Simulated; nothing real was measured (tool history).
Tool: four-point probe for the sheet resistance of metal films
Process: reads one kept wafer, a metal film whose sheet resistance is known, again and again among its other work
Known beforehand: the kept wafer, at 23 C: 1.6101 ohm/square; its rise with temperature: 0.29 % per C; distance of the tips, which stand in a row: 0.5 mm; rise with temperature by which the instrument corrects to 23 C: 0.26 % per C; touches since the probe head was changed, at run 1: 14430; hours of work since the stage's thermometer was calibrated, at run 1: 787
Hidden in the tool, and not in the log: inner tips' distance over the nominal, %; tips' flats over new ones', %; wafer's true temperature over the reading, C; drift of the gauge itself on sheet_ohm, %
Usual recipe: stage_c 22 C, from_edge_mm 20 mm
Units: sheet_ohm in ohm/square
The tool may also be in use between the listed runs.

| run | hour | stage_c | from_edge_mm | touches since the probe head was changed | hours of work since the stage's thermometer was calibrated | sheet_ohm |
|---|---|---|---|---|---|---|
| 1 | 0.0 | 22 | 20 | 14430 | 787 | 1.607487 |
| 2 | 33.4 | 22 | 10 | 15622 | 802 | 1.610240 |
| 3 | 73.4 | 22 | 10 | 17047 | 819 | 1.610327 |
| 4 | 107.8 | 22 | 10 | 18274 | 834 | 1.610994 |
| 5 | 154.7 | 22 | 43 | 19945 | 855 | 1.609496 |
| 6 | 180.9 | 22 | 43 | 20879 | 867 | 1.609389 |
| 7 | 215.3 | 22 | 20 | 22104 | 882 | 1.610522 |
| 8 | 260.3 | 22 | 20 | 23708 | 901 | 1.611026 |
| 9 | 288.4 | 22 | 20 | 24712 | 914 | 1.611099 |
| 10 | 319.6 | 22 | 9 | 25825 | 928 | 1.614158 |
| 11 | 365.9 | 18 | 20 | 27476 | 948 | 1.609986 |
| 12 | 423.3 | 18 | 20 | 29522 | 973 | 1.610653 |
| 13 | 448.7 | 31 | 9 | 30426 | 984 | 1.618819 |
| 14 | 477.4 | 22 | 32 | 31448 | 997 | 1.613165 |
| 15 | 519.8 | 22 | 32 | 32962 | 1016 | 1.613190 |
| 16 | 564.9 | 34 | 4 | 34569 | 1036 | 1.632509 |
| 17 | 616.0 | 34 | 4 | 36393 | 1058 | 1.633125 |
| 18 | 673.2 | 18 | 20 | 38432 | 1083 | 1.612873 |
| 19 | 720.4 | 18 | 20 | 40115 | 1104 | 1.613757 |
| 20 | 755.1 | 19 | 34 | 41352 | 1119 | 1.614062 |
| 21 | 784.4 | 33 | 11 | 42394 | 1132 | 1.621728 |
| 22 | 824.9 | 33 | 11 | 43839 | 1150 | 1.623088 |
| 23 | 868.2 | 31 | 35 | 45384 | 1169 | 1.620721 |

A few steps of sheet_ohm between consecutive runs. Split each: what settings, incoming material and random variation would produce without the hidden state, and what is left over for the hidden state, along with gauge scatter present in only one of the two compared results (measured, and without hidden state):
Run 11 -> 12: nothing adjusted, nothing logged. sheet_ohm +0.000667 ohm/square: hidden state +0.000601, all else +0.000066.
Run 15 -> 16: stage_c 22 -> 34, from_edge_mm 32 -> 4. sheet_ohm +0.019319 ohm/square: hidden state +0.000535, all else +0.018784.
Run 17 -> 18: stage_c 34 -> 18, from_edge_mm 4 -> 20. sheet_ohm -0.020252 ohm/square: hidden state +0.000597, all else -0.020849.
